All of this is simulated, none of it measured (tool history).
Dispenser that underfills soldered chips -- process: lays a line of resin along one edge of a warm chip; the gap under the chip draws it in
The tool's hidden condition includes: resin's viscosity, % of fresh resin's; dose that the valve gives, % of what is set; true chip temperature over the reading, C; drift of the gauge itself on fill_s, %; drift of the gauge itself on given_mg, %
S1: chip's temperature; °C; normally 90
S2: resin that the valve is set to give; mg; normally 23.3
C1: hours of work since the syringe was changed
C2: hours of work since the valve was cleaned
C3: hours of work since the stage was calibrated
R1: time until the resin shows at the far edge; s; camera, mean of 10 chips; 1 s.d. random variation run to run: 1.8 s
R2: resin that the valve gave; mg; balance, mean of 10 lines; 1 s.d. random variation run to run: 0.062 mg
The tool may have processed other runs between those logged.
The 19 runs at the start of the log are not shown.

At hour 131.3: new syringe of resin.
Run 20, hour 133.1: usual settings but S1 94 °C, S2 23.0 mg; C1 1; C2 8; C3 292. Result: R1 176.3 s, R2 22.90 mg.
Run 21, hour 138.3: usual settings but S1 94 °C, S2 23.0 mg; C1 5; C2 12; C3 296. Result: R1 212.4 s, R2 22.77 mg.
Run 22, hour 142.4: usual settings but S1 96 °C, S2 22.9 mg; C1 9; C2 15; C3 300. Result: R1 229.5 s, R2 22.71 mg.
At hour 146.1: new syringe of resin.
Run 23, hour 149.2: usual settings but S1 96 °C, S2 22.9 mg; C1 2; C2 20; C3 305. Result: R1 165.9 s, R2 22.60 mg.
Run 24, hour 153.3: usual settings but S2 28.9 mg; C1 6; C2 23; C3 308. Result: R1 240.8 s, R2 28.35 mg.
At hour 160.9: new syringe of resin.
Run 25, hour 162.6: usual settings but S1 99 °C, S2 27.4 mg; C1 1; C2 30; C3 315. Result: R1 136.8 s, R2 26.84 mg.
Run 26, hour 169.8: usual settings but S1 104 °C, S2 20.3 mg; C1 7; C2 36; C3 320. Result: R1 164.8 s, R2 19.88 mg.
At hour 175.3: new syringe of resin.
Run 27, hour 176.7: usual settings but S1 104 °C, S2 22.4 mg; C1 1; C2 41; C3 326. Result: R1 115.7 s, R2 21.82 mg.
Run 28, hour 182.7: usual settings but S1 92 °C, S2 23.8 mg; C1 6; C2 46; C3 330. Result: R1 226.5 s, R2 23.01 mg.
At hour 189.7: new syringe of resin.
Run 29, hour 191.7: usual settings but S1 86 °C; C1 2; C2 52; C3 337. Result: R1 251.1 s, R2 22.61 mg.
Run 30, hour 197.6: usual settings but S1 84 °C, S2 30.1 mg; C1 6; C2 57; C3 342. Result: R1 328.7 s, R2 28.93 mg.
At hour 204.1: new syringe of resin.
At hour 205.9: dispensing valve cleaned and set on the balance.
Run 31, hour 208.4: usual settings but S1 78 °C, S2 19.9 mg; C1 3; C2 2; C3 349. Result: R1 396.0 s, R2 19.88 mg.
Run 32, hour 212.9: usual settings but S1 78 °C, S2 21.2 mg; C1 6; C2 5; C3 353. Result: R1 462.8 s, R2 21.12 mg.
Run 33, hour 217.0: usual settings but S1 104 °C, S2 20.4 mg; C1 9; C2 9; C3 356. Result: R1 179.0 s, R2 20.41 mg.
At hour 219.4: new syringe of resin.
Run 34, hour 226.5: usual settings but S1 83 °C, S2 28.6 mg; C1 5; C2 16; C3 363. Result: R1 335.7 s, R2 28.29 mg.
Run 35, hour 232.2: usual settings but S1 83 °C, S2 28.6 mg; C1 10; C2 20; C3 367. Result: R1 419.9 s, R2 28.34 mg.

Alternative continuations, all from the tool just after run 35; predict every row:
At hour 234.3: new syringe of resin.
Run A, hour 239.3: usual settings but S1 83 °C, S2 29.5 mg; C1 4; C2 26; C3 373. Result: R1 ?, R2 ?.
At hour 234.3: new syringe of resin.
Run B, hour 239.3: usual settings but S1 98 °C, S2 20.2 mg; C1 4; C2 26; C3 373. Result: R1 ?, R2 ?.
At hour 234.3: new syringe of resin.
Run C, hour 239.3: usual settings but S1 102 °C, S2 29.5 mg; C1 4; C2 26; C3 373. Result: R1 ?, R2 ?.

run     R1     R2
  A  319.4  29.05
  B  177.2  19.94
  C  140.3  29.03
The same runs, with their run-to-run variation unchanged, on a tool lacking any hidden condition would have given:
run     R1     R2
  A  237.9  29.52
  B  132.1  20.26
  C  105.4  29.50

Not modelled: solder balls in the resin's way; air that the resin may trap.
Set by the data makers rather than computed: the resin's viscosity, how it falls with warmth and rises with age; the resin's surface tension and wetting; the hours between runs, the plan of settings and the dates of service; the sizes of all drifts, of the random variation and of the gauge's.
